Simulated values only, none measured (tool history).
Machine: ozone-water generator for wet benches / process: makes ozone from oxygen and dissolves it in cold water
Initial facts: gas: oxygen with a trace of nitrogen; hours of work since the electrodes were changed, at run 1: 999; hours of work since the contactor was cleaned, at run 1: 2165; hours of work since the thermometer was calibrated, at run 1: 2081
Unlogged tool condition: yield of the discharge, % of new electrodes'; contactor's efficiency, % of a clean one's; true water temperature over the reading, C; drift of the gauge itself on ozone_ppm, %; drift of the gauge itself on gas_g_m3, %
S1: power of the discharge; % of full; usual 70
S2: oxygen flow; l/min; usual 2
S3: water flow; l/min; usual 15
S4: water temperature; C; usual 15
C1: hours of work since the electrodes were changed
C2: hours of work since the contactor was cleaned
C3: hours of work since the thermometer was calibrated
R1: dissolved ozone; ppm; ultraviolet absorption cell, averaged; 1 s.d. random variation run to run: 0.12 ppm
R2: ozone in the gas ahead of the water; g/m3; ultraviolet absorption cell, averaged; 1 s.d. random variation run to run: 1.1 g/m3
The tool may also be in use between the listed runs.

Run 1, hour 0: usual settings; C1 999; C2 2165; C3 2081. Result: R1 11.7 ppm, R2 193.4 g/m3.
Run 2, hour 62.4: usual settings but S2 3.26 l/min; C1 1047; C2 2213; C3 2129. Result: R1 13 ppm, R2 154.6 g/m3.
Run 3, hour 114.4: usual settings but S2 3.26 l/min; C1 1087; C2 2253; C3 2169. Result: R1 12.9 ppm, R2 154.7 g/m3.
Run 4, hour 177.4: usual settings but S2 3.26 l/min; C1 1136; C2 2302; C3 2218. Result: R1 12.7 ppm, R2 154.3 g/m3.
Run 5, hour 224.6: usual settings but S3 11 l/min; C1 1172; C2 2338; C3 2254. Result: R1 15.2 ppm, R2 191.6 g/m3.
Run 6, hour 260.6: usual settings but S1 65 % of full; C1 1200; C2 2366; C3 2282. Result: R1 10.6 ppm, R2 181.6 g/m3.
Run 7, hour 296: usual settings but S1 65 % of full; C1 1228; C2 2394; C3 2309. Result: R1 10.7 ppm, R2 180.3 g/m3.
Run 8, hour 350: usual settings but S1 65 % of full; C1 1269; C2 2435; C3 2351. Result: R1 10.8 ppm, R2 179.8 g/m3.
Run 9, hour 378.5: usual settings; C1 1291; C2 2457; C3 2373. Result: R1 11.3 ppm, R2 189.8 g/m3.
At hour 408.3: contactor cleaned.
Run 10, hour 432.2: usual settings; C1 1330; C2 18; C3 2411. Result: R1 12.1 ppm, R2 190.6 g/m3.
Run 11, hour 467: usual settings but S3 10 l/min; C1 1356; C2 45; C3 2438. Result: R1 17.7 ppm, R2 190.6 g/m3.
Run 12, hour 520.7: usual settings but S3 10 l/min; C1 1398; C2 87; C3 2480. Result: R1 17.7 ppm, R2 190.3 g/m3.
Run 13, hour 570.5: usual settings but S3 12 l/min; C1 1436; C2 125; C3 2518. Result: R1 15.1 ppm, R2 188.6 g/m3.
Run 14, hour 598.3: usual settings but S3 12 l/min; C1 1458; C2 147; C3 2539. Result: R1 15.1 ppm, R2 192 g/m3.
Run 15, hour 647: usual settings but S3 12 l/min; C1 1495; C2 184; C3 2577. Result: R1 15.2 ppm, R2 191.7 g/m3.
Run 16, hour 686.3: usual settings but S3 12 l/min; C1 1526; C2 215; C3 2607. Result: R1 15 ppm, R2 190 g/m3.
Run 17, hour 713.3: usual settings; C1 1547; C2 235; C3 2628. Result: R1 12.1 ppm, R2 192.1 g/m3.
Run 18, hour 778.7: usual settings but S2 1.97 l/min, S3 19 l/min, S4 16 C; C1 1597; C2 286; C3 2679. Result: R1 9.4 ppm, R2 191.9 g/m3.
Run 19, hour 842.4: usual settings but S1 59 % of full, S2 1.39 l/min, S4 18 C; C1 1646; C2 335; C3 2728. Result: R1 9.2 ppm, R2 197.7 g/m3.

For run 20, what comes out?
Run 20, hour 900.8: usual settings but S1 59 % of full, S2 1.39 l/min, S4 18 C; C1 1691; C2 380; C3 2773. Result: R1 ?, R2 ?.

Run 20 came out at R1 9.1 ppm, R2 194.5 g/m3.
If the tool had no hidden condition, the same run with the same run-to-run variation would have returned R1 9.5 ppm, R2 200.1 g/m3.
